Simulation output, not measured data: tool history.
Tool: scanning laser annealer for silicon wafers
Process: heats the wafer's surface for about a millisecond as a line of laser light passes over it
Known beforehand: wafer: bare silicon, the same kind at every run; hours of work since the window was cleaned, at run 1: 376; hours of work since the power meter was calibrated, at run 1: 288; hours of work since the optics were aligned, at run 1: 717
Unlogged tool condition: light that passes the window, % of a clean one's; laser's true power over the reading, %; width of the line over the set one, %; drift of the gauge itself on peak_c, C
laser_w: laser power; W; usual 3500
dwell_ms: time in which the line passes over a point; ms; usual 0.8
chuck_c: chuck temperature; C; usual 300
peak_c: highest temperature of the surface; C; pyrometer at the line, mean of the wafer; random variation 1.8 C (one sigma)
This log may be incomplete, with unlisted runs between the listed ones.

run,day,laser_w,dwell_ms,chuck_c,hours of work since the window was cleaned,hours of work since the power meter was calibrated,hours of work since the optics were aligned,peak_c
1,0,3500,0.8,300,376,288,717,967
2,0.271,3500,0.8,260,381,293,722,928
3,0.475,3500,0.8,260,384,297,725,930
4,0.675,3500,0.8,295,388,300,729,964
5,0.879,3500,0.811,295,391,304,733,966
6,1.154,3500,0.811,295,396,309,737,967
7,1.462,3500,0.811,295,402,314,743,966
8,1.667,3500,0.706,300,405,317,746,927
9,1.867,3500,0.8,300,409,321,750,970
10,2.042,3500,0.686,300,412,324,753,920
11,2.358,3500,0.686,300,417,329,758,918
12,2.562,3500,0.686,300,421,333,762,917
13,2.942,3500,0.8,300,427,340,768,963
14,3.117,3500,0.8,300,430,343,771,966
15,3.471,3500,0.8,300,437,349,778,964
16,3.746,3630,0.8,300,441,354,782,992
17,4.017,3630,0.8,300,446,358,787,995
18,4.4,3630,0.8,300,453,365,794,990
19,4.646,3586,0.72,298,457,369,798,947
20,4.871,3586,0.72,298,461,373,802,946
21,5.058,3625,0.649,262,464,376,805,885
22,5.338,3337,0.8,277,469,381,810,905
# day 5.583: optics aligned, line set to its width
23,5.958,3337,0.8,277,476,389,7,902
24,6.292,3337,0.8,277,482,394,12,899
25,6.704,3227,0.707,268,489,402,20,835
# day 7.171: optics aligned, line set to its width, once more
26,7.171,3839,0.739,283,494,406,0,993
27,7.425,3839,0.739,283,498,410,4,992
28,7.675,3839,0.739,283,503,415,9,993
29,7.975,3242,0.739,329,508,420,14,913
30,8.367,3449,0.968,329,515,427,21,1045
# day 8.721: window over the wafer cleaned
31,8.825,3449,0.968,329,2,433,27,1086
32,8.996,3024,0.728,329,5,436,30,897
33,9.188,3024,0.728,329,8,440,34,898
34,9.442,3500,0.737,325,13,444,38,1002
35,9.85,3259,0.663,336,20,451,45,927

Below are 3 alternative next runs, each starting from the tool's condition after run 35. Predict each:
A,10.125,3259,0.663,285,24,456,50,?
B,10.125,3591,0.782,336,24,456,50,?
C,10.125,3775,0.925,300,24,456,50,?

run,peak_c
A,874
B,1050
C,1120
The same runs, with their run-to-run variation unchanged, on a tool lacking any hidden condition would have given:
run,peak_c
A,873
B,1050
C,1120
